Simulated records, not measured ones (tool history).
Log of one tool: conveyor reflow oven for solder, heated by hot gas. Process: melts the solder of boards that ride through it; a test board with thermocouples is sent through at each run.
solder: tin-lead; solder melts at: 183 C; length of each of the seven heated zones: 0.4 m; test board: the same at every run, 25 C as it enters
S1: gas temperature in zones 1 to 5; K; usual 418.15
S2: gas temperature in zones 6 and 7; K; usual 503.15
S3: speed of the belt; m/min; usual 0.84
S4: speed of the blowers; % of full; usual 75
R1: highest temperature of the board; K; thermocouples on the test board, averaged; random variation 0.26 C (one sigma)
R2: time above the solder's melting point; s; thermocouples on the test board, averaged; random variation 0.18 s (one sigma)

| run | hour | S1 | S2 | S3 | S4 | R1 | R2 |
|---|---|---|---|---|---|---|---|
| 1 | 0 | 418.15 | 503.15 | 0.84 | 75 | 488.55 | 44.1 |
| 2 | 9.8 | 430.15 | 503.15 | 0.84 | 75 | 489.85 | 49.2 |
| 3 | 18.5 | 418.15 | 503.15 | 0.84 | 75 | 488.25 | 43.9 |
| 4 | 24.4 | 426.15 | 503.15 | 0.84 | 75 | 489.05 | 47.5 |
| 5 | 30.5 | 426.15 | 503.15 | 0.84 | 75 | 489.55 | 47.1 |
| 6 | 40.8 | 418.15 | 503.15 | 0.84 | 75 | 488.15 | 44.1 |
| 7 | 48.4 | 418.15 | 503.15 | 0.84 | 60 | 484.55 | 41.2 |
| 8 | 59.5 | 418.15 | 503.15 | 0.84 | 53 | 483.05 | 39.1 |
| 9 | 68.8 | 418.15 | 503.15 | 0.84 | 53 | 483.05 | 39.5 |
|  | 74.6 | flux residue cleaned out of gas plates and filters |
| 10 | 82.1 | 418.15 | 512.15 | 0.84 | 75 | 495.45 | 47.6 |
| 11 | 91 | 418.15 | 512.15 | 0.84 | 75 | 495.85 | 48 |
|  | 100 | flux residue cleaned out of gas plates and filters, once more |
| 12 | 102.1 | 418.15 | 512.15 | 0.84 | 75 | 496.75 | 48.3 |
| 13 | 110.7 | 418.15 | 512.15 | 0.84 | 75 | 496.95 | 48.2 |
| 14 | 117.4 | 418.15 | 512.15 | 0.844 | 75 | 496.45 | 47.9 |
| 15 | 129.4 | 425.15 | 503.15 | 0.84 | 75 | 489.65 | 47 |
| 16 | 141.8 | 411.15 | 503.15 | 0.84 | 87 | 489.55 | 43.5 |
| 17 | 150.5 | 423.15 | 503.15 | 0.84 | 65 | 487.55 | 45.1 |
| 18 | 159.8 | 423.15 | 503.15 | 0.84 | 65 | 486.95 | 44.9 |
| 19 | 167.7 | 423.15 | 503.15 | 0.84 | 65 | 486.95 | 44.4 |

3 ways to go on from here, each from the tool as it stands after run 19. What would each give?
| A | 178.1 | 418.15 | 503.15 | 0.734 | 75 | ? | ? |
| B | 178.1 | 404.15 | 503.15 | 0.84 | 75 | ? | ? |
| C | 178.1 | 430.15 | 492.15 | 0.84 | 65 | ? | ? |

| run | R1 | R2 |
|---|---|---|
| A | 491.05 | 53.8 |
| B | 486.55 | 39.1 |
| C | 479.25 | 42.2 |
Without the tool's hidden state the same runs would have given:
| run | R1 | R2 |
|---|---|---|
| A | 493.05 | 54.7 |
| B | 488.55 | 40.2 |
| C | 481.15 | 43.5 |
